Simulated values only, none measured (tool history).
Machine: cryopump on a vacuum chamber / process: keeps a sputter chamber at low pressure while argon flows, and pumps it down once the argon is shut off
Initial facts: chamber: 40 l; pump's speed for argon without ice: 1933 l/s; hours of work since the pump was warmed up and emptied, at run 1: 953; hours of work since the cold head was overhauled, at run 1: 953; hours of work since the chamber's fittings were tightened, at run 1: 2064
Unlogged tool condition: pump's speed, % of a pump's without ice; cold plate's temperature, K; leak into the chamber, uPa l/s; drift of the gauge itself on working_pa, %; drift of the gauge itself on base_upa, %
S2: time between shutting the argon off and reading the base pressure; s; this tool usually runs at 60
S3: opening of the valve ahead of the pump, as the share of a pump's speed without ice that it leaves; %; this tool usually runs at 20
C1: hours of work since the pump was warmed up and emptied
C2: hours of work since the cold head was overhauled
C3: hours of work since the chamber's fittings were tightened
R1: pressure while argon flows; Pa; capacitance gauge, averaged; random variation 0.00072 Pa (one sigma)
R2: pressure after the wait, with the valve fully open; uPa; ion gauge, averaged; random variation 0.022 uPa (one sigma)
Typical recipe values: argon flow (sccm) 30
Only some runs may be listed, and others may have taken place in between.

{"run": 1, "hour": 0.0, "argon flow (sccm)": 30, "S2": 60, "S3": 20, "C1": 953, "C2": 953, "C3": 2064, "R1": 0.1386, "R2": 1.93}
{"hour": 38.2, "done": "pump warmed up, emptied and cooled again"}
{"run": 2, "hour": 50.4, "argon flow (sccm)": 16, "S2": 60, "S3": 20, "C1": 10, "C2": 990, "C3": 2101, "R1": 0.07, "R2": 1.7}
{"run": 3, "hour": 76.8, "argon flow (sccm)": 30, "S2": 151, "S3": 20, "C1": 31, "C2": 1011, "C3": 2122, "R1": 0.1321, "R2": 1.42}
{"run": 4, "hour": 125.6, "argon flow (sccm)": 30, "S2": 151, "S3": 20, "C1": 70, "C2": 1050, "C3": 2161, "R1": 0.1325, "R2": 1.5}
{"run": 5, "hour": 175.2, "argon flow (sccm)": 30, "S2": 151, "S3": 20, "C1": 110, "C2": 1090, "C3": 2201, "R1": 0.1329, "R2": 1.52}
{"run": 6, "hour": 227.9, "argon flow (sccm)": 30, "S2": 71, "S3": 20, "C1": 152, "C2": 1132, "C3": 2243, "R1": 0.1336, "R2": 1.7}
{"run": 7, "hour": 257.1, "argon flow (sccm)": 30, "S2": 60, "S3": 20, "C1": 175, "C2": 1155, "C3": 2266, "R1": 0.1336, "R2": 1.88}
{"run": 8, "hour": 286.9, "argon flow (sccm)": 30, "S2": 60, "S3": 18, "C1": 199, "C2": 1179, "C3": 2290, "R1": 0.1468, "R2": 1.86}
{"run": 9, "hour": 335.9, "argon flow (sccm)": 16, "S2": 60, "S3": 20, "C1": 239, "C2": 1219, "C3": 2330, "R1": 0.0709, "R2": 1.9}
{"run": 10, "hour": 388.4, "argon flow (sccm)": 22, "S2": 60, "S3": 20, "C1": 281, "C2": 1261, "C3": 2372, "R1": 0.0967, "R2": 1.89}
{"run": 11, "hour": 429.2, "argon flow (sccm)": 22, "S2": 60, "S3": 20, "C1": 313, "C2": 1293, "C3": 2404, "R1": 0.0984, "R2": 1.98}
{"run": 12, "hour": 454.6, "argon flow (sccm)": 22, "S2": 60, "S3": 20, "C1": 334, "C2": 1314, "C3": 2425, "R1": 0.0995, "R2": 1.96}
{"run": 13, "hour": 495.7, "argon flow (sccm)": 17, "S2": 38, "S3": 28, "C1": 367, "C2": 1347, "C3": 2458, "R1": 0.0551, "R2": 2.29}
{"run": 14, "hour": 544.2, "argon flow (sccm)": 30, "S2": 122, "S3": 15, "C1": 406, "C2": 1386, "C3": 2497, "R1": 0.1788, "R2": 1.73}
{"run": 15, "hour": 602.0, "argon flow (sccm)": 30, "S2": 122, "S3": 15, "C1": 452, "C2": 1432, "C3": 2543, "R1": 0.1786, "R2": 1.83}
{"run": 16, "hour": 660.7, "argon flow (sccm)": 41, "S2": 35, "S3": 38, "C1": 499, "C2": 1479, "C3": 2590, "R1": 0.0992, "R2": 2.48}
{"run": 17, "hour": 711.4, "argon flow (sccm)": 26, "S2": 99, "S3": 45, "C1": 540, "C2": 1520, "C3": 2631, "R1": 0.054, "R2": 2.02}
{"run": 18, "hour": 741.9, "argon flow (sccm)": 30, "S2": 60, "S3": 39, "C1": 564, "C2": 1544, "C3": 2655, "R1": 0.072, "R2": 2.18}
{"run": 19, "hour": 781.8, "argon flow (sccm)": 17, "S2": 28, "S3": 36, "C1": 596, "C2": 1576, "C3": 2687, "R1": 0.0446, "R2": 2.8}

Here are 4 independent what-if runs from the current tool condition. What would each one return?
{"run": "A", "hour": 834.2, "argon flow (sccm)": 55, "S2": 242, "S3": 22, "C1": 638, "C2": 1618, "C3": 2729, "R1": "?", "R2": "?"}
{"run": "B", "hour": 834.2, "argon flow (sccm)": 29, "S2": 60, "S3": 21, "C1": 638, "C2": 1618, "C3": 2729, "R1": "?", "R2": "?"}
{"run": "C", "hour": 834.2, "argon flow (sccm)": 39, "S2": 26, "S3": 23, "C1": 638, "C2": 1618, "C3": 2729, "R1": "?", "R2": "?"}
{"run": "D", "hour": 834.2, "argon flow (sccm)": 30, "S2": 94, "S3": 29, "C1": 638, "C2": 1618, "C3": 2729, "R1": "?", "R2": "?"}

run=A R1=0.2274 R2=1.97
run=B R1=0.1259 R2=2.2
run=C R1=0.1543 R2=2.9
run=D R1=0.0959 R2=2.09
Stripped of hidden state, with their random variation kept, the same runs would have yielded:
run=A R1=0.2178 R2=0.32
run=B R1=0.1208 R2=0.6
run=C R1=0.1475 R2=1.27
run=D R1=0.0907 R2=0.47
